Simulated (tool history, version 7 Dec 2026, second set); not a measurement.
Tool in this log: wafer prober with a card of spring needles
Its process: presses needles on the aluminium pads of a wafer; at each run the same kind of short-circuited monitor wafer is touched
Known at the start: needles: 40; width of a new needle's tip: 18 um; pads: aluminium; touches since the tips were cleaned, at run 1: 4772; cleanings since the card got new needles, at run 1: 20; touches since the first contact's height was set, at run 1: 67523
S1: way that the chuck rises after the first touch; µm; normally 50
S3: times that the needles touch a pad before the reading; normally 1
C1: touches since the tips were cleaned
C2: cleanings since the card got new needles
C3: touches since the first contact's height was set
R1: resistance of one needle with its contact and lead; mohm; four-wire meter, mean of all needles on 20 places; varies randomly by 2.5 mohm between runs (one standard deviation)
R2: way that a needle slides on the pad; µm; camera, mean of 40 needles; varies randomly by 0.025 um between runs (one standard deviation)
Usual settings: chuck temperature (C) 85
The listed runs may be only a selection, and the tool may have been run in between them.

run 1 hour=0 | S1=50 chuck_temperature_(C)=85 S3=1 | C1=4772 C2=20 C3=67523 | R1=281 R2=10.56
-- hour=13.6 tips cleaned on abrasive film
run 2 hour=32.9 | S1=50 chuck_temperature_(C)=85 S3=1 | C1=6156 C2=21 C3=77971 | R1=289 R2=10.6
-- hour=44 tips cleaned on abrasive film
run 3 hour=64.5 | S1=50 chuck_temperature_(C)=85 S3=1 | C1=6528 C2=22 C3=88017 | R1=284 R2=10.54
-- hour=73.8 tips cleaned on abrasive film
run 4 hour=80.9 | S1=48 chuck_temperature_(C)=85 S3=1 | C1=2259 C2=23 C3=93209 | R1=286 R2=10.16
-- hour=102.1 tips cleaned on abrasive film
run 5 hour=109.3 | S1=48 chuck_temperature_(C)=85 S3=1 | C1=2293 C2=24 C3=102221 | R1=284 R2=10.14
-- hour=130.4 tips cleaned on abrasive film
run 6 hour=133 | S1=39 chuck_temperature_(C)=85 S3=1 | C1=812 C2=25 C3=109737 | R1=293 R2=8.25
run 7 hour=148.1 | S1=39 chuck_temperature_(C)=85 S3=1 | C1=5622 C2=25 C3=114547 | R1=291 R2=8.23
-- hour=158.8 tips cleaned on abrasive film
run 8 hour=179.9 | S1=50 chuck_temperature_(C)=85 S3=1 | C1=6700 C2=26 C3=124651 | R1=287 R2=10.54
-- hour=188.9 tips cleaned on abrasive film
run 9 hour=197 | S1=50 chuck_temperature_(C)=85 S3=1 | C1=2575 C2=27 C3=130084 | R1=288 R2=10.57
-- hour=218.7 tips cleaned on abrasive film
run 10 hour=219.4 | S1=50 chuck_temperature_(C)=85 S3=1 | C1=229 C2=28 C3=137187 | R1=286 R2=10.52
-- hour=247.7 tips cleaned on abrasive film
run 11 hour=251.1 | S1=50 chuck_temperature_(C)=85 S3=1 | C1=1079 C2=29 C3=147259 | R1=284 R2=10.53
-- hour=255.8 height of the first contact set anew
-- hour=277.5 tips cleaned on abrasive film
run 12 hour=286 | S1=50 chuck_temperature_(C)=28 S3=1 | C1=2706 C2=30 C3=9599 | R1=270 R2=10.49
run 13 hour=301.5 | S1=50 chuck_temperature_(C)=28 S3=2 | C1=7656 C2=30 C3=14549 | R1=270 R2=10.51
-- hour=306.8 tips cleaned on abrasive film
run 14 hour=324.3 | S1=50 chuck_temperature_(C)=28 S3=2 | C1=5587 C2=31 C3=21790 | R1=272 R2=10.56
-- hour=336.6 tips cleaned on abrasive film
run 15 hour=343.6 | S1=45 chuck_temperature_(C)=28 S3=2 | C1=2246 C2=32 C3=27901 | R1=275 R2=9.43
run 16 hour=359.1 | S1=45 chuck_temperature_(C)=28 S3=2 | C1=7193 C2=32 C3=32848 | R1=273 R2=9.47
-- hour=364.8 tips cleaned on abrasive film
run 17 hour=376.2 | S1=50 chuck_temperature_(C)=85 S3=1 | C1=3632 C2=33 C3=38262 | R1=284 R2=10.51
-- hour=393.8 tips cleaned on abrasive film
run 18 hour=393.8 | S1=52 chuck_temperature_(C)=42 S3=1 | C1=0 C2=34 C3=43837 | R1=270 R2=10.87
run 19 hour=413.1 | S1=52 chuck_temperature_(C)=42 S3=1 | C1=6146 C2=34 C3=49983 | R1=272 R2=10.93
-- hour=424.3 tips cleaned on abrasive film
run 20 hour=438.9 | S1=50 chuck_temperature_(C)=85 S3=3 | C1=4659 C2=35 C3=58175 | R1=285 R2=10.5
-- hour=454.2 tips cleaned on abrasive film
run 21 hour=470.9 | S1=63 chuck_temperature_(C)=93 S3=1 | C1=5331 C2=36 C3=68350 | R1=285 R2=13.24
-- hour=482.7 tips cleaned on abrasive film
run 22 hour=487.2 | S1=59 chuck_temperature_(C)=64 S3=2 | C1=1459 C2=37 C3=73515 | R1=276 R2=12.4
run 23 hour=509.9 | S1=50 chuck_temperature_(C)=28 S3=1 | C1=8669 C2=37 C3=80725 | R1=274 R2=10.5
-- hour=511.5 tips cleaned on abrasive film
run 24 hour=532.9 | S1=53 chuck_temperature_(C)=46 S3=1 | C1=6829 C2=38 C3=88041 | R1=274 R2=11.11
-- hour=541 tips cleaned on abrasive film
run 25 hour=553 | S1=62 chuck_temperature_(C)=81 S3=1 | C1=3823 C2=39 C3=94413 | R1=284 R2=13.02
-- hour=570.4 tips cleaned on abrasive film
run 26 hour=583.9 | S1=56 chuck_temperature_(C)=81 S3=3 | C1=4281 C2=40 C3=104209 | R1=283 R2=11.69
-- hour=600.6 tips cleaned on abrasive film
run 27 hour=612.9 | S1=34 chuck_temperature_(C)=104 S3=3 | C1=3913 C2=41 C3=113438 | R1=300 R2=7.08
run 28 hour=627.5 | S1=65 chuck_temperature_(C)=85 S3=3 | C1=8568 C2=41 C3=118093 | R1=279 R2=13.6
-- hour=629.4 tips cleaned on abrasive film
run 29 hour=653.5 | S1=64 chuck_temperature_(C)=42 S3=2 | C1=7696 C2=42 C3=126352 | R1=268 R2=13.36
-- hour=659.3 tips cleaned on abrasive film
run 30 hour=669.2 | S1=43 chuck_temperature_(C)=28 S3=3 | C1=3153 C2=43 C3=131326 | R1=270 R2=8.93
-- hour=687.8 tips cleaned on abrasive film
run 31 hour=703.8 | S1=32 chuck_temperature_(C)=62 S3=2 | C1=5103 C2=44 C3=142313 | R1=295 R2=6.68
-- hour=717.7 tips cleaned on abrasive film
-- hour=723.4 height of the first contact set anew
run 32 hour=738.6 | S1=64 chuck_temperature_(C)=85 S3=3 | C1=6584 C2=45 C3=4845 | R1=278 R2=13.34
-- hour=747.6 tips cleaned on abrasive film
run 33 hour=753.2 | S1=64 chuck_temperature_(C)=30 S3=1 | C1=1778 C2=46 C3=9440 | R1=262 R2=13.35

How would selected steps in R2 from run to run divide? Give the signed amount a tool lacking its hidden state would still show from settings, what came in and random variation, and the signed amount left for the hidden state, including any gauge scatter that is not in both of the compared results.
Hidden conditions of the tool in this case: debris on the tips, nm; way that the needles fall short of the set height, um; tips' diameter, um; drift of the gauge itself on contact_mohm, %; drift of the gauge itself on scrub_um, %.
Run 26 -> 27: S1 56 -> 34, chuck temperature (C) 81 -> 104, tips cleaned on abrasive film. R2 -4.61 µm: hidden state +0.05, all else -4.66.
Run 27 -> 28: S1 34 -> 65, chuck temperature (C) 104 -> 85. R2 +6.52 µm: hidden state -0.08, all else +6.6.
Run 31 -> 32: S1 32 -> 64, chuck temperature (C) 62 -> 85, S3 2 -> 3, tips cleaned on abrasive film, height of the first contact set anew. R2 +6.66 µm: hidden state -0.1, all else +6.76.
